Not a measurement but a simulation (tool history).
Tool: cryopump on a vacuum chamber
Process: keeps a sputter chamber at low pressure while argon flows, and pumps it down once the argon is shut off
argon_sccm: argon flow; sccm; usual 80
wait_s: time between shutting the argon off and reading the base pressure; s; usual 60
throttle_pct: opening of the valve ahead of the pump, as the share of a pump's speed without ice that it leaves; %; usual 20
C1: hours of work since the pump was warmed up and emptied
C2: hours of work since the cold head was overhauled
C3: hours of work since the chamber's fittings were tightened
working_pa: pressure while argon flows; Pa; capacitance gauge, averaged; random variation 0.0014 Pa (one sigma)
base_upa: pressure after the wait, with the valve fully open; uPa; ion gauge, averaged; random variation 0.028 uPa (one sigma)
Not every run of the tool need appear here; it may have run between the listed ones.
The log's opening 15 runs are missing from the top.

run 16 hour=552.3 | argon_sccm=80 wait_s=53 throttle_pct=20 | C1=115 C2=895 C3=3283 | working_pa=0.3435 base_upa=2.88
run 17 hour=602.7 | argon_sccm=80 wait_s=53 throttle_pct=20 | C1=138 C2=918 C3=3306 | working_pa=0.3421 base_upa=2.82
run 18 hour=642.9 | argon_sccm=80 wait_s=53 throttle_pct=23 | C1=157 C2=936 C3=3324 | working_pa=0.2990 base_upa=2.98
run 19 hour=686.3 | argon_sccm=62 wait_s=237 throttle_pct=31 | C1=176 C2=955 C3=3344 | working_pa=0.1745 base_upa=1.98
run 20 hour=739.2 | argon_sccm=62 wait_s=237 throttle_pct=31 | C1=200 C2=979 C3=3368 | working_pa=0.1736 base_upa=1.91
run 21 hour=763.4 | argon_sccm=32 wait_s=191 throttle_pct=17 | C1=211 C2=990 C3=3379 | working_pa=0.1620 base_upa=2.10
run 22 hour=801.9 | argon_sccm=109 wait_s=100 throttle_pct=17 | C1=229 C2=1008 C3=3396 | working_pa=0.5505 base_upa=2.42
run 23 hour=828.8 | argon_sccm=80 wait_s=162 throttle_pct=18 | C1=241 C2=1020 C3=3409 | working_pa=0.3820 base_upa=2.05
run 24 hour=877.6 | argon_sccm=47 wait_s=60 throttle_pct=20 | C1=263 C2=1042 C3=3431 | working_pa=0.2036 base_upa=2.85
run 25 hour=914.2 | argon_sccm=80 wait_s=60 throttle_pct=55 | C1=279 C2=1059 C3=3447 | working_pa=0.1330 base_upa=2.88
run 26 hour=937.8 | argon_sccm=132 wait_s=83 throttle_pct=20 | C1=290 C2=1069 C3=3458 | working_pa=0.5718 base_upa=2.66
run 27 hour=993.8 | argon_sccm=117 wait_s=60 throttle_pct=21 | C1=315 C2=1095 C3=3483 | working_pa=0.4856 base_upa=3.00
run 28 hour=1020.7 | argon_sccm=105 wait_s=99 throttle_pct=47 | C1=328 C2=1107 C3=3496 | working_pa=0.2028 base_upa=2.49
run 29 hour=1075.7 | argon_sccm=43 wait_s=128 throttle_pct=38 | C1=352 C2=1132 C3=3520 | working_pa=0.1015 base_upa=2.41
run 30 hour=1124.5 | argon_sccm=80 wait_s=62 throttle_pct=22 | C1=375 C2=1154 C3=3543 | working_pa=0.3211 base_upa=2.93
run 31 hour=1148.1 | argon_sccm=80 wait_s=62 throttle_pct=22 | C1=385 C2=1164 C3=3553 | working_pa=0.3198 base_upa=2.97
run 32 hour=1195.4 | argon_sccm=80 wait_s=53 throttle_pct=46 | C1=407 C2=1186 C3=3575 | working_pa=0.1610 base_upa=3.12

Here are 3 independent what-if runs from the current tool condition. What would each one return?
run A hour=1250.0 | argon_sccm=87 wait_s=53 throttle_pct=46 | C1=431 C2=1211 C3=3599 | working_pa=? base_upa=?
run B hour=1250.0 | argon_sccm=80 wait_s=140 throttle_pct=20 | C1=431 C2=1211 C3=3599 | working_pa=? base_upa=?
run C hour=1250.0 | argon_sccm=63 wait_s=70 throttle_pct=40 | C1=431 C2=1211 C3=3599 | working_pa=? base_upa=?

run=A working_pa=0.1747 base_upa=3.21
run=B working_pa=0.3517 base_upa=2.52
run=C working_pa=0.1453 base_upa=2.94
With no hidden state in the tool, these same runs would have given:
run=A working_pa=0.1587 base_upa=1.44
run=B working_pa=0.3369 base_upa=0.68
run=C working_pa=0.1336 base_upa=1.13
